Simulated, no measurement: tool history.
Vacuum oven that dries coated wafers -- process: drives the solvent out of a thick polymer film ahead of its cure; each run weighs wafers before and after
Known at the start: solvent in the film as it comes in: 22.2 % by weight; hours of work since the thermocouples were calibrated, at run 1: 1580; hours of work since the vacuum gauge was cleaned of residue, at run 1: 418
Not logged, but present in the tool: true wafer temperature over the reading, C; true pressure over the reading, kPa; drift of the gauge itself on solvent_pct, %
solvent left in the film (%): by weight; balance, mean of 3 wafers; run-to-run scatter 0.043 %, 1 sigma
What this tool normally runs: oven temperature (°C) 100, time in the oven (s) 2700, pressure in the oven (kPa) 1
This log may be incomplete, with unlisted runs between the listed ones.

run     day  oven temperature (°C)  time in the oven (s)  pressure in the oven (kPa)  hours of work since the thermocouples were calibrated  hours of work since the vacuum gauge was cleaned of residue  solvent left in the film (%)
  1       0                    100                  2700                           1                                                   1580                                                          418                          4.25
  2   1.367                    100                  2640                           1                                                   1604                                                          443                          4.44
  3   2.188                    100                  2700                           1                                                   1619                                                          457                          4.15
  4   3.829                    100                  2700                           1                                                   1649                                                          487                          4.23
  5   4.979                    100                  4080                           1                                                   1670                                                          508                          2.17
  6   6.504                    100                  2100                           1                                                   1698                                                          536                           5.8
  7   7.521                     94                  2700                           1                                                   1716                                                          554                          6.37
  8     8.9                     94                  2700                           1                                                   1741                                                          579                          6.42
  9    10.6                     94                  2700                           1                                                   1772                                                          610                          6.35
      10.85  -- oven's thermocouples calibrated
 10  12.062                    100                  2700                           1                                                     22                                                          635                          4.25
 11  13.433                    100                  2700                           1                                                     47                                                          660                          4.26
 12      15                    100                  2700                           1                                                     75                                                          689                          4.18
 13  16.138                    100                  2700                           1                                                     96                                                          709                          4.28
 14  17.454                    102                  2700                           1                                                    120                                                          733                          3.61
 15  19.083                    100                  2700                           1                                                    150                                                          763                          4.17
 16  20.283                    100                  2700                           1                                                    171                                                          785                          4.28
 17   21.05                    100                  2700                           1                                                    185                                                          799                          4.21
 18  21.871                     94                  2700                           1                                                    200                                                          813                           6.4
 19  23.054                     94                  2700                           1                                                    222                                                          835                          6.31
 20  24.721                     94                  2700                        1.71                                                    252                                                          865                          6.67
 21  25.988                     94                  2700                        1.71                                                    275                                                          888                          6.77
 22  27.375                    102                  2700                        1.71                                                    300                                                          913                          3.83
 23  28.158                    104                  1500                        0.53                                                    314                                                          928                          6.44
 24  29.454                    100                  2700                        3.85                                                    338                                                          951                          5.29
 25  30.692                     93                  1980                        1.37                                                    360                                                          974                          8.82
 26  32.425                     99                  3060                        1.41                                                    392                                                         1005                             4
 27  33.754                     99                  3060                        1.41                                                    416                                                         1029                          4.03
 28   35.35                    112                  3060                        1.41                                                    445                                                         1058                          1.13
 29  36.567                    108                  1320                        3.87                                                    467                                                         1080                          6.66
 30  38.046                    108                  1320                        3.87                                                    494                                                         1107                          6.61
 31  39.496                     89                  2520                           1                                                    520                                                         1134                          8.72
 32  40.483                     89                  2520                           1                                                    538                                                         1152                          8.76
 33  41.338                     89                  3360                           1                                                    554                                                         1167                          6.85
 34  42.129                     99                  3360                        0.98                                                    568                                                         1181                          3.34
 35  43.788                     99                  1800                        0.98                                                    598                                                         1212                          7.12
 36  45.117                    109                  2460                        2.68                                                    622                                                         1236                          2.69
 37      46                     86                  2400                        0.69                                                    638                                                         1252                         10.08
 38  46.767                    106                  2400                        0.69                                                    652                                                         1266                          2.92
 39  47.554                    106                  2400                        0.69                                                    667                                                         1280                          2.96
 40  48.592                    100                  2700                        3.36                                                    686                                                         1299                          5.11
 41  49.375                     91                  2760                           1                                                    700                                                         1313                          7.41

Branching from run 41: 3 alternative next runs. What would each branch give?
  A  51.008                     87                  2700                        1.65                                                    729                                                         1343                             ?
  B  51.008                     91                  1440                           1                                                    729                                                         1343                             ?
  C  51.008                    113                  1860                        1.47                                                    729                                                         1343                             ?

run  solvent left in the film (%)
  A                          9.38
  B                         11.31
  C                          2.64
With the hidden condition removed and each run's random variation left untouched, the same runs would have given:
run  solvent left in the film (%)
  A                          9.39
  B                         11.31
  C                          2.64
